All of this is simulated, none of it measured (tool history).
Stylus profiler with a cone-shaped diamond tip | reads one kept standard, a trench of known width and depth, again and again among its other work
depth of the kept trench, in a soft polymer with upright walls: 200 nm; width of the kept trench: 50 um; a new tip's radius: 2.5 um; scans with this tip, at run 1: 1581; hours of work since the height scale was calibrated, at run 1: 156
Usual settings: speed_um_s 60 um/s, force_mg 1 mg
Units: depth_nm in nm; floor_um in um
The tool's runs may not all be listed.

| run | hour | speed_um_s | force_mg | scans with this tip | hours of work since the height scale was calibrated | depth_nm | floor_um |
|---|---|---|---|---|---|---|---|
| 1 | 0 | 60 | 1 | 1581 | 156 | 202.01 | 47.47 |
| 2 | 75.9 | 200 | 1 | 1894 | 187 | 201.96 | 46.78 |
| 3 | 119.9 | 60 | 0.77 | 2076 | 205 | 201.58 | 47.31 |
| 4 | 184.6 | 60 | 0.77 | 2342 | 231 | 201.56 | 47.2 |
| 5 | 274.7 | 60 | 0.77 | 2714 | 268 | 201.59 | 47.17 |
| 6 | 366.4 | 60 | 0.77 | 3091 | 306 | 201.71 | 47.06 |
| 7 | 423.3 | 60 | 0.77 | 3326 | 329 | 201.74 | 46.93 |
| 8 | 477.5 | 60 | 0.77 | 3549 | 351 | 201.66 | 46.94 |
| 9 | 548.8 | 147 | 0.77 | 3843 | 380 | 201.66 | 46.42 |
| 10 | 617.9 | 60 | 1 | 4128 | 408 | 202.09 | 46.86 |
| 11 | 677.5 | 101 | 1 | 4374 | 432 | 202.07 | 46.66 |
| 12 | 721.2 | 101 | 1 | 4554 | 450 | 202.08 | 46.54 |
| 13 | 797.6 | 101 | 1 | 4869 | 481 | 202.05 | 46.55 |
| 14 | 870.9 | 101 | 1 | 5171 | 511 | 202.04 | 46.5 |
| 15 | 936.3 | 101 | 1 | 5440 | 538 | 202.07 | 46.44 |
| 16 | 1028.2 | 60 | 1 | 5819 | 575 | 202.14 | 46.52 |
| 17 | 1067 | 60 | 1 | 5979 | 591 | 202.11 | 46.51 |
| 18 | 1112.9 | 60 | 1 | 6168 | 610 | 202.13 | 46.49 |
| 19 | 1183.3 | 60 | 1 | 6459 | 638 | 202.2 | 46.38 |
| 20 | 1263.6 | 60 | 1 | 6790 | 671 | 202.18 | 46.29 |
| 21 | 1331 | 60 | 0.46 | 7067 | 698 | 201.4 | 46.16 |
| 22 | 1419.2 | 60 | 0.86 | 7431 | 734 | 202 | 46.28 |
| 23 | 1505 | 60 | 0.86 | 7785 | 769 | 202.02 | 46.16 |
| 24 | 1542.3 | 33 | 0.47 | 7938 | 785 | 201.46 | 46.21 |
|  | 1576.9 | new tip fitted, height scale calibrated |
| 25 | 1625.2 | 71 | 2.02 | 198 | 20 | 203.1 | 47.75 |
| 26 | 1710.1 | 172 | 0.45 | 548 | 54 | 201.15 | 46.75 |
| 27 | 1787.1 | 85 | 1.79 | 866 | 86 | 202.94 | 47.51 |
| 28 | 1855.8 | 85 | 1.79 | 1149 | 114 | 202.85 | 47.39 |
| 29 | 1899.8 | 46 | 0.37 | 1330 | 132 | 201.06 | 47.35 |
| 30 | 1964.7 | 46 | 0.37 | 1598 | 158 | 201.1 | 47.32 |
|  | 1973.3 | height scale calibrated on a step standard |
| 31 | 2012.9 | 179 | 1.14 | 1795 | 16 | 202.24 | 46.79 |
| 32 | 2055.1 | 179 | 1.14 | 1969 | 33 | 202.23 | 46.78 |
| 33 | 2133.2 | 204 | 2.41 | 2290 | 65 | 203.6 | 46.9 |
| 34 | 2177.8 | 80 | 2.41 | 2474 | 83 | 203.6 | 47.13 |
|  | 2196 | height scale calibrated on a step standard, once more |
| 35 | 2228.2 | 228 | 1.53 | 2680 | 13 | 202.5 | 46.6 |
| 36 | 2284.6 | 84 | 0.57 | 2912 | 36 | 201.31 | 46.88 |
| 37 | 2325.5 | 24 | 0.71 | 3081 | 53 | 201.57 | 47.17 |
| 38 | 2401.1 | 17 | 1.83 | 3392 | 84 | 202.93 | 47.15 |
| 39 | 2491.1 | 17 | 1.83 | 3763 | 120 | 202.92 | 47.07 |
| 40 | 2556.4 | 17 | 1.83 | 4033 | 147 | 202.87 | 47 |
| 41 | 2629.1 | 17 | 1.83 | 4332 | 176 | 202.91 | 46.97 |
| 42 | 2694.2 | 17 | 1.83 | 4600 | 203 | 202.9 | 46.87 |
| 43 | 2760.7 | 37 | 0.37 | 4875 | 230 | 201.08 | 46.58 |
| 44 | 2815.1 | 19 | 0.73 | 5099 | 252 | 201.68 | 46.74 |
| 45 | 2873.1 | 44 | 2.43 | 5338 | 276 | 203.54 | 46.67 |

4 ways to go on from here, each from the tool as it stands after run 45. What would each give?
| A | 2941.4 | 51 | 0.56 | 5619 | 304 | ? | ? |
| B | 2941.4 | 19 | 2.43 | 5619 | 304 | ? | ? |
| C | 2941.4 | 21 | 1 | 5619 | 304 | ? | ? |
| D | 2941.4 | 24 | 2.39 | 5619 | 304 | ? | ? |

| run | depth_nm | floor_um |
|---|---|---|
| A | 201.46 | 46.46 |
| B | 203.56 | 46.7 |
| C | 202.01 | 46.66 |
| D | 203.49 | 46.68 |
Without the tool's hidden state the same runs would have given:
| run | depth_nm | floor_um |
|---|---|---|
| A | 201.34 | 47.76 |
| B | 203.44 | 48 |
| C | 201.9 | 47.96 |
| D | 203.37 | 47.98 |

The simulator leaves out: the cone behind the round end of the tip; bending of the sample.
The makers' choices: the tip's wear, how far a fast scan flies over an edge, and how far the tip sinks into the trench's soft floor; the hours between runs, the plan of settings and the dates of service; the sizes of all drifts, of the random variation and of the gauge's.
